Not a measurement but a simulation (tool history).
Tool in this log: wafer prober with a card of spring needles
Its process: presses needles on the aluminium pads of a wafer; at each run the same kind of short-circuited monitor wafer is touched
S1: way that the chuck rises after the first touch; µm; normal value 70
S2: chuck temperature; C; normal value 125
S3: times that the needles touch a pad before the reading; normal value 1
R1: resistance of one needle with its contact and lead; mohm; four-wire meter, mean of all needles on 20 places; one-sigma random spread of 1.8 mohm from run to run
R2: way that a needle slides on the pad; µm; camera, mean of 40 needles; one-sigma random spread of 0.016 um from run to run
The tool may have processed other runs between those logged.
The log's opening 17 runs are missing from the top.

run,day,S1,S2,S3,R1,R2
# day 47.538: tips cleaned on abrasive film
# day 48.688: height of the first contact set anew
18,49.621,70,125,2,221,11.58
# day 50.412: tips cleaned on abrasive film
19,52.038,50,74,2,232,8.26
# day 53.433: tips cleaned on abrasive film
20,54.050,66,125,2,206,10.91
21,55.712,54,125,1,275,8.92
# day 56.329: tips cleaned on abrasive film
22,58.025,54,125,1,267,8.92
# day 59.383: tips cleaned on abrasive film
23,61.438,54,101,1,265,8.90
# day 62.158: tips cleaned on abrasive film
24,63.267,54,101,1,247,8.85
# day 64.879: tips cleaned on abrasive film
25,65.579,54,101,1,234,8.88
# day 67.750: tips cleaned on abrasive film
26,67.750,54,101,1,191,8.88
# day 70.738: tips cleaned on abrasive film
27,71.217,66,101,2,201,10.87
# day 73.538: tips cleaned on abrasive film
28,74.992,66,101,2,213,10.81
# day 76.342: tips cleaned on abrasive film
29,76.942,90,41,2,179,14.80
# day 79.354: tips cleaned on abrasive film
30,79.712,70,26,1,192,11.48
# day 82.400: tips cleaned on abrasive film
31,83.175,56,25,1,223,9.11
32,84.817,56,25,1,264,9.14

5 ways to go on from here, each from the tool as it stands after run 32. What would each give?
# day 85.412: tips cleaned on abrasive film
A,86.946,68,26,1,?,?
# day 85.412: tips cleaned on abrasive film
B,86.946,56,116,1,?,?
# day 85.412: tips cleaned on abrasive film
C,86.946,70,125,2,?,?
# day 85.412: tips cleaned on abrasive film
D,86.946,70,125,2,?,?
# day 85.412: tips cleaned on abrasive film
E,86.946,56,25,1,?,?

run,R1,R2
A,226,11.10
B,255,9.11
C,212,11.44
D,214,11.44
E,245,9.10
What these runs would have given with no unlogged condition in the tool:
run,R1,R2
A,165,11.23
B,184,9.25
C,182,11.58
D,184,11.58
E,165,9.24

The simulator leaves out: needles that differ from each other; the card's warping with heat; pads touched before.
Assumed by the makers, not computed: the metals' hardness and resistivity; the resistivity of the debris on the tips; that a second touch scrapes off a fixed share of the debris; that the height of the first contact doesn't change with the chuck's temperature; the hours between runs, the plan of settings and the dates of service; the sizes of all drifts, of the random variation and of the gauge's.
